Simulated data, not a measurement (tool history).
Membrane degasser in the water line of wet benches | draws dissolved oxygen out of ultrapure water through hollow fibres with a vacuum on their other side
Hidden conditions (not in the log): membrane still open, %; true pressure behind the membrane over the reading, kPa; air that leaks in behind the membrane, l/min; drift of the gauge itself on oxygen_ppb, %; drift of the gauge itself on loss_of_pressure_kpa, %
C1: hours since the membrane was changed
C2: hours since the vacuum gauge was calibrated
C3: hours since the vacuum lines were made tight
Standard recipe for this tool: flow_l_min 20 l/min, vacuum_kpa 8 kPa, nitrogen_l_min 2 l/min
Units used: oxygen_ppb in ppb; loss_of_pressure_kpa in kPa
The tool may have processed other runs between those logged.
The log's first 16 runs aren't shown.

run 17 hour=1318.7 | flow_l_min=13 vacuum_kpa=9.16 nitrogen_l_min=3.04 | C1=4820 C2=3856 C3=571 | oxygen_ppb=65.1 loss_of_pressure_kpa=36.93
run 18 hour=1433.4 | flow_l_min=13 vacuum_kpa=9.16 nitrogen_l_min=3.04 | C1=4935 C2=3971 C3=686 | oxygen_ppb=64.9 loss_of_pressure_kpa=37.01
run 19 hour=1484.3 | flow_l_min=18 vacuum_kpa=5.11 nitrogen_l_min=3.04 | C1=4986 C2=4021 C3=737 | oxygen_ppb=34.5 loss_of_pressure_kpa=51.07
run 20 hour=1534.1 | flow_l_min=20 vacuum_kpa=5.95 nitrogen_l_min=1.45 | C1=5036 C2=4071 C3=787 | oxygen_ppb=98.2 loss_of_pressure_kpa=56.83
run 21 hour=1628 | flow_l_min=20 vacuum_kpa=10.05 nitrogen_l_min=1.45 | C1=5130 C2=4165 C3=881 | oxygen_ppb=225.9 loss_of_pressure_kpa=56.74
run 22 hour=1714.5 | flow_l_min=28 vacuum_kpa=17.24 nitrogen_l_min=1.52 | C1=5216 C2=4252 C3=967 | oxygen_ppb=569.5 loss_of_pressure_kpa=80.42
run 23 hour=1816.1 | flow_l_min=15 vacuum_kpa=5.44 nitrogen_l_min=1.92 | C1=5318 C2=4353 C3=1069 | oxygen_ppb=47 loss_of_pressure_kpa=42.69
run 24 hour=1916.3 | flow_l_min=15 vacuum_kpa=5.44 nitrogen_l_min=1.92 | C1=5418 C2=4453 C3=1169 | oxygen_ppb=46.5 loss_of_pressure_kpa=42.92
run 25 hour=1994.3 | flow_l_min=21 vacuum_kpa=11.07 nitrogen_l_min=4.89 | C1=5496 C2=4531 C3=1247 | oxygen_ppb=93.9 loss_of_pressure_kpa=59.83
run 26 hour=2102.4 | flow_l_min=20 vacuum_kpa=13.1 nitrogen_l_min=2.11 | C1=5604 C2=4640 C3=1355 | oxygen_ppb=228.3 loss_of_pressure_kpa=57.4
run 27 hour=2154.4 | flow_l_min=20 vacuum_kpa=13.1 nitrogen_l_min=2.11 | C1=5656 C2=4692 C3=1407 | oxygen_ppb=228.9 loss_of_pressure_kpa=56.77
run 28 hour=2262.3 | flow_l_min=30 vacuum_kpa=13.1 nitrogen_l_min=3.28 | C1=5764 C2=4799 C3=1515 | oxygen_ppb=243.3 loss_of_pressure_kpa=85.82
run 29 hour=2347.8 | flow_l_min=22 vacuum_kpa=9.47 nitrogen_l_min=1.83 | C1=5849 C2=4885 C3=1600 | oxygen_ppb=187.9 loss_of_pressure_kpa=62.76
run 30 hour=2413.2 | flow_l_min=22 vacuum_kpa=9.47 nitrogen_l_min=1.83 | C1=5915 C2=4950 C3=1666 | oxygen_ppb=188.4 loss_of_pressure_kpa=63.15
run 31 hour=2462.1 | flow_l_min=26 vacuum_kpa=8.53 nitrogen_l_min=4.43 | C1=5964 C2=4999 C3=1715 | oxygen_ppb=97.6 loss_of_pressure_kpa=74.73
run 32 hour=2564.4 | flow_l_min=20 vacuum_kpa=8 nitrogen_l_min=2.56 | C1=6066 C2=5102 C3=1817 | oxygen_ppb=100.4 loss_of_pressure_kpa=57.21

Consider 3 possible next runs. They are alternatives, not a sequence: every one starts from the tool as it was left by run 32. What does each give?
run A hour=2611.5 | flow_l_min=20 vacuum_kpa=8 nitrogen_l_min=1.17 | C1=6113 C2=5149 C3=1864 | oxygen_ppb=? loss_of_pressure_kpa=?
run B hour=2611.5 | flow_l_min=12 vacuum_kpa=17.33 nitrogen_l_min=2 | C1=6113 C2=5149 C3=1864 | oxygen_ppb=? loss_of_pressure_kpa=?
run C hour=2611.5 | flow_l_min=22 vacuum_kpa=5.98 nitrogen_l_min=4.21 | C1=6113 C2=5149 C3=1864 | oxygen_ppb=? loss_of_pressure_kpa=?

run=A oxygen_ppb=194.3 loss_of_pressure_kpa=57.54
run=B oxygen_ppb=205.1 loss_of_pressure_kpa=34.34
run=C oxygen_ppb=49.7 loss_of_pressure_kpa=63.01
The same runs, with their run-to-run variation unchanged, on a tool lacking any hidden condition would have given:
run=A oxygen_ppb=188.6 loss_of_pressure_kpa=56.51
run=B oxygen_ppb=202.6 loss_of_pressure_kpa=33.72
run=C oxygen_ppb=46.6 loss_of_pressure_kpa=61.88

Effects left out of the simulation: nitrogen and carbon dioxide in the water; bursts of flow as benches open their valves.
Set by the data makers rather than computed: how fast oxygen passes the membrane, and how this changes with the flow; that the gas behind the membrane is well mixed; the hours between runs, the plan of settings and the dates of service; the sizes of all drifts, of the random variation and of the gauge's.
